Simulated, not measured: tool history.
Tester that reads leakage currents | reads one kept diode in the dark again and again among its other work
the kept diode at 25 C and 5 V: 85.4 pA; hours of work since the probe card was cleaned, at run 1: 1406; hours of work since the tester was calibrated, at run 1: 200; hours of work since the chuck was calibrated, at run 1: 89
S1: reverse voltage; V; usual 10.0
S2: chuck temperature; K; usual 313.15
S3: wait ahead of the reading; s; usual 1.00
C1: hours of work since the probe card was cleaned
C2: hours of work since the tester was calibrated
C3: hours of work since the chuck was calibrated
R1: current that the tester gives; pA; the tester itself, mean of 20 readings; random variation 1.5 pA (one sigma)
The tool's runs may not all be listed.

Run 1, hour 0.0: usual settings; C1 1406; C2 200; C3 89. Result: R1 499.98 pA.
Run 2, hour 57.2: usual settings; C1 1445; C2 239; C3 128. Result: R1 498.63 pA.
Run 3, hour 96.1: usual settings; C1 1471; C2 265; C3 154. Result: R1 499.86 pA.
Run 4, hour 124.1: usual settings; C1 1490; C2 284; C3 173. Result: R1 496.82 pA.
Run 5, hour 157.6: usual settings; C1 1513; C2 306; C3 196. Result: R1 494.30 pA.
Run 6, hour 187.8: usual settings; C1 1533; C2 327; C3 216. Result: R1 493.77 pA.
Run 7, hour 222.8: usual settings but S3 1.84 s; C1 1557; C2 350; C3 240. Result: R1 491.73 pA.
Run 8, hour 276.8: usual settings but S2 295.15 K; C1 1593; C2 387; C3 276. Result: R1 98.25 pA.
Run 9, hour 326.7: usual settings but S3 0.33 s; C1 1627; C2 421; C3 310. Result: R1 493.04 pA.
Run 10, hour 355.9: usual settings but S3 0.33 s; C1 1647; C2 440; C3 330. Result: R1 493.15 pA.
Run 11, hour 405.2: usual settings but S1 2.1 V, S3 0.33 s; C1 1680; C2 474; C3 363. Result: R1 192.81 pA.
Run 12, hour 430.1: usual settings but S3 5.60 s; C1 1697; C2 490; C3 380. Result: R1 481.37 pA.
Run 13, hour 487.2: usual settings but S1 15.1 V; C1 1735; C2 529; C3 418. Result: R1 614.55 pA.
Run 14, hour 536.4: usual settings; C1 1769; C2 562; C3 451. Result: R1 476.71 pA.
Run 15, hour 573.0: usual settings; C1 1793; C2 587; C3 476. Result: R1 476.88 pA.
Run 16, hour 600.2: usual settings but S3 0.92 s; C1 1812; C2 605; C3 495. Result: R1 476.46 pA.
Run 17, hour 627.5: usual settings but S1 15.9 V; C1 1830; C2 624; C3 513. Result: R1 625.41 pA.
Run 18, hour 663.4: usual settings but S1 12.3 V, S3 0.89 s; C1 1854; C2 648; C3 537. Result: R1 536.19 pA.
Run 19, hour 700.4: usual settings but S1 5.3 V, S3 9.85 s; C1 1879; C2 673; C3 562. Result: R1 321.56 pA.
Run 20, hour 734.0: usual settings but S1 1.6 V, S2 308.15 K, S3 0.67 s; C1 1902; C2 696; C3 585. Result: R1 102.23 pA.
Run 21, hour 782.4: usual settings but S1 1.6 V, S2 308.15 K, S3 0.67 s; C1 1935; C2 728; C3 618. Result: R1 101.84 pA.
Run 22, hour 839.9: usual settings but S1 1.6 V, S2 308.15 K, S3 0.67 s; C1 1974; C2 767; C3 656. Result: R1 101.60 pA.
Run 23, hour 866.7: usual settings but S2 323.15 K, S3 0.65 s; C1 1992; C2 785; C3 675. Result: R1 1073.88 pA.
Run 24, hour 895.5: usual settings but S2 296.15 K, S3 4.65 s; C1 2011; C2 805; C3 694. Result: R1 99.53 pA.
Run 25, hour 937.1: usual settings but S1 1.2 V, S2 311.15 K, S3 4.65 s; C1 2039; C2 833; C3 722. Result: R1 109.70 pA.
Run 26, hour 984.0: usual settings but S1 1.2 V, S2 311.15 K, S3 4.65 s; C1 2071; C2 865; C3 754. Result: R1 109.44 pA.
Run 27, hour 1038.3: usual settings but S1 1.2 V, S2 311.15 K, S3 4.65 s; C1 2108; C2 901; C3 791. Result: R1 108.41 pA.
Run 28, hour 1090.5: usual settings but S1 1.2 V, S2 311.15 K, S3 4.65 s; C1 2143; C2 937; C3 826. Result: R1 108.14 pA.
At hour 1128.9: probe card cleaned and baked.
Run 29, hour 1148.2: usual settings but S1 1.2 V, S2 311.15 K, S3 4.65 s; C1 13; C2 974; C3 863. Result: R1 106.86 pA.
Run 30, hour 1202.6: usual settings but S1 1.2 V, S2 307.15 K, S3 4.21 s; C1 50; C2 1010; C3 899. Result: R1 74.27 pA.
Run 31, hour 1242.0: usual settings but S1 7.7 V, S2 294.15 K, S3 5.10 s; C1 76; C2 1037; C3 926. Result: R1 64.73 pA.
Run 32, hour 1302.0: usual settings but S1 8.5 V, S2 294.15 K, S3 0.47 s; C1 117; C2 1077; C3 967. Result: R1 73.49 pA.
Run 33, hour 1334.3: usual settings but S1 8.5 V, S2 294.15 K, S3 0.47 s; C1 139; C2 1099; C3 988. Result: R1 73.14 pA.
Run 34, hour 1381.6: usual settings but S1 6.4 V, S2 314.15 K, S3 1.15 s; C1 171; C2 1131; C3 1020. Result: R1 369.87 pA.

Forecast each of these 3 alternatives for the next run:
Run A, hour 1411.8: usual settings but S1 7.6 V, S2 308.15 K, S3 0.99 s; C1 191; C2 1152; C3 1041. Result: R1 ?.
Run B, hour 1411.8: usual settings but S2 301.15 K, S3 0.40 s; C1 191; C2 1152; C3 1041. Result: R1 ?.
Run C, hour 1411.8: usual settings but S3 1.81 s; C1 191; C2 1152; C3 1041. Result: R1 ?.

run      R1
  A  239.23
  B  153.19
  C  439.18
Without the tool's hidden state the same runs would have given:
run      R1
  A  279.02
  B  178.53
  C  510.33

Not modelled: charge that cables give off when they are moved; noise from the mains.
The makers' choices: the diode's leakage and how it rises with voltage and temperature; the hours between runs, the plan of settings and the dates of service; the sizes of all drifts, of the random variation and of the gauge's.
